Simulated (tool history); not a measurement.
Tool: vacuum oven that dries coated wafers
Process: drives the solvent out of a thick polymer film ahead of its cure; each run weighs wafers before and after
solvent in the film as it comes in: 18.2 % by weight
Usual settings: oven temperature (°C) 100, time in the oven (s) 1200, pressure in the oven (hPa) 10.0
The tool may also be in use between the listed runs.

run     day  oven temperature (°C)  time in the oven (s)  pressure in the oven (hPa)  solvent left in the film (%)
  1   0.000                    100                  1200                        10.0                          3.33
      0.246  -- oven's thermocouples calibrated
  2   1.958                    100                  1200                        10.0                          3.48
  3   3.000                    100                  1200                        10.0                          3.47
  4   5.050                    100                  1200                        10.0                          3.54
  5   6.446                    108                  1200                        10.0                          1.96
      8.458  -- oven's thermocouples calibrated, once more
  6   8.875                    108                  1200                        10.0                          1.72
  7  10.721                    108                  1200                        10.0                          1.68
  8  12.388                     93                   720                        17.0                          7.57
  9  13.479                     90                   720                         6.7                          8.01
 10  15.346                     90                   720                         6.7                          8.03
 11  16.612                     90                   720                         6.7                          7.87
 12  18.721                    101                   720                         5.9                          5.33
 13  21.121                    101                   720                         5.9                          5.33
 14  22.629                    112                  1560                        10.0                          0.74

3 ways to go on from here, each from the tool as it stands after run 14. What would each give?
  A  23.662                    111                   720                         9.6                             ?
  B  23.662                     96                  1560                        10.0                             ?
  C  23.662                    100                  1440                        10.0                             ?

run  solvent left in the film (%)
  A                          3.19
  B                          2.89
  C                          2.40
Without the tool's hidden state the same runs would have given:
run  solvent left in the film (%)
  A                          3.18
  B                          2.83
  C                          2.35

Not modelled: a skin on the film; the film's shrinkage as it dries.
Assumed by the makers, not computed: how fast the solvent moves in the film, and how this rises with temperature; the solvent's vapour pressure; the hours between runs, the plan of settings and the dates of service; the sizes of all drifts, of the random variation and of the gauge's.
